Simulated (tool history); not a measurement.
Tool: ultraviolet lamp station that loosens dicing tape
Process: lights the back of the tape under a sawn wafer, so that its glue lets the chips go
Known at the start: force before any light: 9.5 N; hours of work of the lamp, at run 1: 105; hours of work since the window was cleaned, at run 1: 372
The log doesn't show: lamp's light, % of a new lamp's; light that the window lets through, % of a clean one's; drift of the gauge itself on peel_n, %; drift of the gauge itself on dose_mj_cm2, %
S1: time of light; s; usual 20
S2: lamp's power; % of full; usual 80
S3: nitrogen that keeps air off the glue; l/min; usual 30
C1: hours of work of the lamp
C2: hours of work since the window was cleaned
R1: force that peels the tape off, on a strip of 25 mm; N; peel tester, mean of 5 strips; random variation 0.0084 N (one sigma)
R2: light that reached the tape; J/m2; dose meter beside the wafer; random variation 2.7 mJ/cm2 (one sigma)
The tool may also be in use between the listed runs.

run 1 hour=0 | S1=20 S2=80 S3=30 | C1=105 C2=372 | R1=0.335 R2=3550
run 2 hour=15.1 | S1=17 S2=80 S3=30 | C1=114 C2=381 | R1=0.428 R2=3060
run 3 hour=24.9 | S1=17 S2=80 S3=30 | C1=119 C2=386 | R1=0.426 R2=3070
run 4 hour=36.8 | S1=17 S2=80 S3=30 | C1=126 C2=393 | R1=0.431 R2=3030
run 5 hour=53.8 | S1=17 S2=80 S3=30 | C1=136 C2=403 | R1=0.427 R2=3050
run 6 hour=65.7 | S1=17 S2=80 S3=30 | C1=142 C2=410 | R1=0.418 R2=3020
run 7 hour=83.2 | S1=20 S2=80 S3=30 | C1=152 C2=420 | R1=0.347 R2=3530
run 8 hour=96.6 | S1=20 S2=80 S3=30 | C1=160 C2=427 | R1=0.312 R2=3580
run 9 hour=113 | S1=20 S2=80 S3=30 | C1=169 C2=437 | R1=0.325 R2=3600
run 10 hour=125 | S1=20 S2=80 S3=20 | C1=176 C2=444 | R1=0.414 R2=3570
run 11 hour=140.2 | S1=33 S2=62 S3=24 | C1=185 C2=452 | R1=0.281 R2=4560
run 12 hour=150.1 | S1=33 S2=62 S3=12 | C1=191 C2=458 | R1=0.402 R2=4550
run 13 hour=160.3 | S1=14 S2=62 S3=10 | C1=196 C2=464 | R1=2.072 R2=1920
run 14 hour=173 | S1=20 S2=96 S3=11 | C1=204 C2=471 | R1=0.462 R2=4310

The next listed run, before its measurement:
run 15 hour=190.5 | S1=26 S2=71 S3=15 | C1=214 C2=481 | R1=? R2=?

{"run 15": {"R1": 0.403, "R2": 4130}}
Without the tool's hidden state the same run would have given R1 0.402 N, R2 4140 J/m2.

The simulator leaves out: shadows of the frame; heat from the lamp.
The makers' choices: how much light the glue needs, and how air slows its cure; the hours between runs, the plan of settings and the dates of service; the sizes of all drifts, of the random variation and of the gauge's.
